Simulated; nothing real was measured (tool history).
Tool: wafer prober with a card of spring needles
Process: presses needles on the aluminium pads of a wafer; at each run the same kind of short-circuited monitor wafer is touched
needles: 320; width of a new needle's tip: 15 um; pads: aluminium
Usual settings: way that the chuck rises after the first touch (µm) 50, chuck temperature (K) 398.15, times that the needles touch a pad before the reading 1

run,hour,way that the chuck rises after the first touch (µm),chuck temperature (K),times that the needles touch a pad before the reading,resistance of one needle with its contact and lead (mohm),way that a needle slides on the pad (µm)
1,0.0,50,398.15,1,173,7.41
2,14.7,50,398.15,1,174,7.40
# hour 16.0: tips cleaned on abrasive film
# hour 33.2: tips cleaned on abrasive film
3,34.6,50,398.15,1,174,7.39
# hour 48.9: tips cleaned on abrasive film
4,55.1,50,398.15,1,173,7.39
# hour 64.5: tips cleaned on abrasive film
# hour 68.2: height of the first contact set anew
5,75.4,59,398.15,1,170,8.70
# hour 80.3: tips cleaned on abrasive film
# hour 97.6: tips cleaned on abrasive film
6,99.8,50,398.15,1,174,7.41
# hour 113.3: tips cleaned on abrasive film
7,115.9,50,398.15,1,173,7.38
# hour 129.7: tips cleaned on abrasive film
8,129.7,50,398.15,1,172,7.40
# hour 145.6: tips cleaned on abrasive film
9,153.4,50,398.15,1,175,7.39
# hour 161.4: tips cleaned on abrasive film
10,170.4,50,398.15,1,174,7.41
# hour 178.0: tips cleaned on abrasive film
# hour 194.5: tips cleaned on abrasive film
11,195.1,50,398.15,1,176,7.38
# hour 210.3: tips cleaned on abrasive film
12,213.6,50,398.15,1,173,7.40
# hour 226.0: tips cleaned on abrasive film
13,231.8,41,325.15,1,162,6.09
# hour 242.3: tips cleaned on abrasive film
14,244.1,65,362.15,1,161,9.62
# hour 259.3: tips cleaned on abrasive film
15,264.5,65,362.15,1,165,9.61
# hour 276.4: tips cleaned on abrasive film
16,283.4,55,300.15,1,156,8.16
# hour 292.3: tips cleaned on abrasive film
17,301.8,37,314.15,2,167,5.49
# hour 307.7: tips cleaned on abrasive film
18,315.2,52,348.15,1,167,7.70
# hour 323.3: tips cleaned on abrasive film
19,331.4,55,348.15,1,164,8.18
# hour 340.3: tips cleaned on abrasive film
20,343.4,34,324.15,1,167,5.01
# hour 357.6: tips cleaned on abrasive film
21,363.5,50,398.15,2,175,7.38

The next listed run, before its measurement:
# hour 374.2: tips cleaned on abrasive film
22,381.4,50,398.15,2,?,?

resistance of one needle with its contact and lead (mohm): 173
way that a needle slides on the pad (µm): 7.41
Without the tool's hidden state the same run would have given resistance of one needle with its contact and lead (mohm) 173, way that a needle slides on the pad (µm) 7.41.
